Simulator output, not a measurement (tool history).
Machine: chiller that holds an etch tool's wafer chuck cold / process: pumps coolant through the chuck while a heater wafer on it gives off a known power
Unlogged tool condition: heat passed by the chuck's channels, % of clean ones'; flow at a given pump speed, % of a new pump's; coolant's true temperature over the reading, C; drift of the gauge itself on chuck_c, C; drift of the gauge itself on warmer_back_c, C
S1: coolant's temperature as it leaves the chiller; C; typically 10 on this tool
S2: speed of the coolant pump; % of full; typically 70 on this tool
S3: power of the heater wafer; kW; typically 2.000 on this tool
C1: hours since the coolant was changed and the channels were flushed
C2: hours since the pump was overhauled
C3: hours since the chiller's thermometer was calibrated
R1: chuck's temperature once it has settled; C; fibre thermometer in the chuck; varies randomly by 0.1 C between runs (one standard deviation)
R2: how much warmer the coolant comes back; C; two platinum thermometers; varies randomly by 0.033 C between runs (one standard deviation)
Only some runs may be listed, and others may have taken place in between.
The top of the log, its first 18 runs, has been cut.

| run | hour | S1 | S2 | S3 | C1 | C2 | C3 | R1 | R2 |
|---|---|---|---|---|---|---|---|---|---|
| 19 | 738.1 | 3 | 70 | 1.402 | 3752 | 949 | 248 | 12.6 | 3.68 |
| 20 | 762.8 | 12 | 77 | 1.583 | 3777 | 974 | 273 | 22.3 | 3.71 |
|  | 814.5 | coolant changed, channels flushed |
| 21 | 820.0 | 4 | 70 | 2.000 | 5 | 1025 | 324 | 17.8 | 5.14 |
| 22 | 848.8 | 6 | 76 | 1.036 | 34 | 1054 | 353 | 12.8 | 2.58 |
| 23 | 891.7 | 19 | 78 | 2.000 | 77 | 1097 | 396 | 31.8 | 4.66 |
| 24 | 937.3 | 19 | 78 | 2.000 | 123 | 1142 | 441 | 31.7 | 4.67 |
| 25 | 983.6 | 19 | 68 | 1.950 | 169 | 1188 | 488 | 32.7 | 5.23 |
| 26 | 1024.0 | 19 | 68 | 1.950 | 209 | 1229 | 528 | 32.9 | 5.22 |
| 27 | 1052.8 | 19 | 68 | 1.950 | 238 | 1258 | 557 | 32.8 | 5.24 |
| 28 | 1088.8 | 19 | 89 | 1.950 | 274 | 1294 | 593 | 30.6 | 4.11 |
| 29 | 1139.9 | 19 | 89 | 1.950 | 325 | 1345 | 644 | 30.6 | 4.12 |
| 30 | 1175.0 | 3 | 70 | 1.751 | 361 | 1380 | 679 | 15.0 | 4.62 |
| 31 | 1213.0 | 3 | 70 | 2.143 | 399 | 1418 | 717 | 17.7 | 5.66 |

Each row is a separate what-if for the run after 31, all from the same tool condition, not one after another. Results?
| A | 1256.1 | 12 | 87 | 2.137 | 442 | 1461 | 760 | ? | ? |
| B | 1256.1 | 6 | 80 | 2.861 | 442 | 1461 | 760 | ? | ? |
| C | 1256.1 | 3 | 100 | 2.143 | 442 | 1461 | 760 | ? | ? |
| D | 1256.1 | 3 | 68 | 2.143 | 442 | 1461 | 760 | ? | ? |

| run | R1 | R2 |
|---|---|---|
| A | 24.9 | 4.57 |
| B | 24.3 | 6.56 |
| C | 14.9 | 4.09 |
| D | 18.0 | 5.78 |
With no hidden state in the tool, these same runs would have given:
| run | R1 | R2 |
|---|---|---|
| A | 24.9 | 4.16 |
| B | 24.3 | 6.15 |
| C | 14.9 | 3.69 |
| D | 18.0 | 5.38 |

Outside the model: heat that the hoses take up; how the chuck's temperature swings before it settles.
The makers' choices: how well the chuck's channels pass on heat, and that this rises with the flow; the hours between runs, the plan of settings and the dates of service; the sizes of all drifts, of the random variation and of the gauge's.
